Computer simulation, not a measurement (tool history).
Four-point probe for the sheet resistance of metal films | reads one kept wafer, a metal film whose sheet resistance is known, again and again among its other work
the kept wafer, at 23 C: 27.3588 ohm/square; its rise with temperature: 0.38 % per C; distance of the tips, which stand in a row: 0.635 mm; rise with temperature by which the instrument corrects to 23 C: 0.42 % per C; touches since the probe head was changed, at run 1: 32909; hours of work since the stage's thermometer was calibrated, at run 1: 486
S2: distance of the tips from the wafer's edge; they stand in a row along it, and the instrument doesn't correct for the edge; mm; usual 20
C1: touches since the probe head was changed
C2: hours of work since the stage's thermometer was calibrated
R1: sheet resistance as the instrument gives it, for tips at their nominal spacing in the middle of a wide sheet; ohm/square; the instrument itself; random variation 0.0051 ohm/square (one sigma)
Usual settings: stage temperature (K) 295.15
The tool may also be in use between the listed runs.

run 1 hour=0 | stage_temperature_(K)=295.15 S2=20 | C1=32909 C2=486 | R1=27.40407
run 2 hour=16.4 | stage_temperature_(K)=295.15 S2=20 | C1=33878 C2=497 | R1=27.401214
run 3 hour=33.4 | stage_temperature_(K)=295.15 S2=49 | C1=34883 C2=509 | R1=27.385945
run 4 hour=57.4 | stage_temperature_(K)=295.15 S2=49 | C1=36306 C2=526 | R1=27.397958
run 5 hour=71.6 | stage_temperature_(K)=295.15 S2=49 | C1=37143 C2=536 | R1=27.386763
run 6 hour=82.4 | stage_temperature_(K)=295.15 S2=50 | C1=37779 C2=543 | R1=27.38508
run 7 hour=106.5 | stage_temperature_(K)=293.15 S2=20 | C1=39204 C2=560 | R1=27.422713
run 8 hour=131.9 | stage_temperature_(K)=294.15 S2=8 | C1=40710 C2=578 | R1=27.495588
run 9 hour=155.3 | stage_temperature_(K)=294.15 S2=8 | C1=42094 C2=594 | R1=27.487465
run 10 hour=175.5 | stage_temperature_(K)=293.15 S2=4 | C1=43289 C2=608 | R1=27.777833
run 11 hour=191.6 | stage_temperature_(K)=293.15 S2=4 | C1=44238 C2=619 | R1=27.785776
run 12 hour=213.8 | stage_temperature_(K)=293.15 S2=4 | C1=45551 C2=635 | R1=27.779655
run 13 hour=232.2 | stage_temperature_(K)=293.15 S2=4 | C1=46642 C2=648 | R1=27.780604
run 14 hour=250.4 | stage_temperature_(K)=293.15 S2=4 | C1=47718 C2=660 | R1=27.775435

4 ways to go on from here, each from the tool as it stands after run 14. What would each give?
run A hour=269.8 | stage_temperature_(K)=301.15 S2=4 | C1=48865 C2=674 | R1=?
run B hour=269.8 | stage_temperature_(K)=294.15 S2=20 | C1=48865 C2=674 | R1=?
run C hour=269.8 | stage_temperature_(K)=295.15 S2=59 | C1=48865 C2=674 | R1=?
run D hour=269.8 | stage_temperature_(K)=303.15 S2=42 | C1=48865 C2=674 | R1=?

run=A R1=27.700803
run=B R1=27.421964
run=C R1=27.384151
run=D R1=27.310125
Without the tool's hidden state the same runs would have given:
run=A R1=27.67675
run=B R1=27.398611
run=C R1=27.360756
run=D R1=27.28623

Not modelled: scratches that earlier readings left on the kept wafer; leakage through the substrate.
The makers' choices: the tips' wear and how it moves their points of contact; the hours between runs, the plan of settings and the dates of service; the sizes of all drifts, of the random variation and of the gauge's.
